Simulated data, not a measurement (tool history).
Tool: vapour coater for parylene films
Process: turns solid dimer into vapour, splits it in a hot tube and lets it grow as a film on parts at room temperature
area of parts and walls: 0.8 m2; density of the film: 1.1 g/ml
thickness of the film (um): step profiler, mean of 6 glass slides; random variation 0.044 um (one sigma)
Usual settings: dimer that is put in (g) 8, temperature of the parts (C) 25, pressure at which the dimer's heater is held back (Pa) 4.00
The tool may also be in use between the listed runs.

run   hour  dimer that is put in (g)  temperature of the parts (C)  pressure at which the dimer's heater is held back (Pa)  thickness of the film (um)
  1    0.0                         8                            25                                                    4.00                        5.16
  2   17.5                         8                            25                                                    4.00                        5.07
  3   31.3                         8                            25                                                    4.00                        5.12
  4   41.5                         8                            25                                                    4.00                        5.15
  5   56.9                         8                            25                                                    4.00                        5.04
  6   64.7                         8                            25                                                    4.00                        5.04
  7   73.3                         8                            25                                                    4.00                        5.09
  8   82.6                         8                            25                                                    4.00                        5.01
  9   99.7                         8                            25                                                    2.00                        5.20
 10  111.7                         8                            25                                                    2.00                        5.27
 11  121.1                         8                            25                                                    2.00                        5.27
 12  129.8                         8                            25                                                    4.00                        5.06
 13  142.0                         8                            25                                                    4.00                        5.02
 14  158.1                         4                            25                                                    4.00                        2.46
 15  175.1                         7                            35                                                    3.97                        3.29
 16  182.3                         8                            25                                                    4.48                        4.96
 17  199.8                         7                            31                                                    4.93                        3.56
 18  209.7                        12                            25                                                    6.79                        7.17
 19  219.5                         8                            25                                                    2.94                        5.01
 20  232.3                         8                            25                                                    2.94                        5.01
 21  248.6                         4                            25                                                    4.00                        2.48
 22  264.4                         4                            24                                                    2.18                        2.64
 23  272.7                         8                            23                                                    2.65                        5.43
 24  283.0                         8                            24                                                    9.43                        4.83
 25  296.3                         8                            32                                                    8.99                        3.80
     306.3  -- trap's valve overhauled
 26  311.5                        13                            25                                                    2.38                        9.28
 27  323.0                        10                            23                                                    2.92                        7.45
 28  333.2                        10                            23                                                    2.92                        7.34

4 ways to go on from here, each from the tool as it stands after run 28. What would each give?
  A  351.0                        14                            32                                                    4.00                           ?
  B  351.0                         9                            28                                                    4.13                           ?
  C  351.0                        13                            25                                                    4.00                           ?
  D  351.0                         8                            25                                                    4.01                           ?

run  thickness of the film (um)
  A                        7.90
  B                        5.61
  C                        8.83
  D                        5.52
Without the tool's hidden state the same runs would have given:
run  thickness of the film (um)
  A                        7.98
  B                        5.66
  C                        8.92
  D                        5.57

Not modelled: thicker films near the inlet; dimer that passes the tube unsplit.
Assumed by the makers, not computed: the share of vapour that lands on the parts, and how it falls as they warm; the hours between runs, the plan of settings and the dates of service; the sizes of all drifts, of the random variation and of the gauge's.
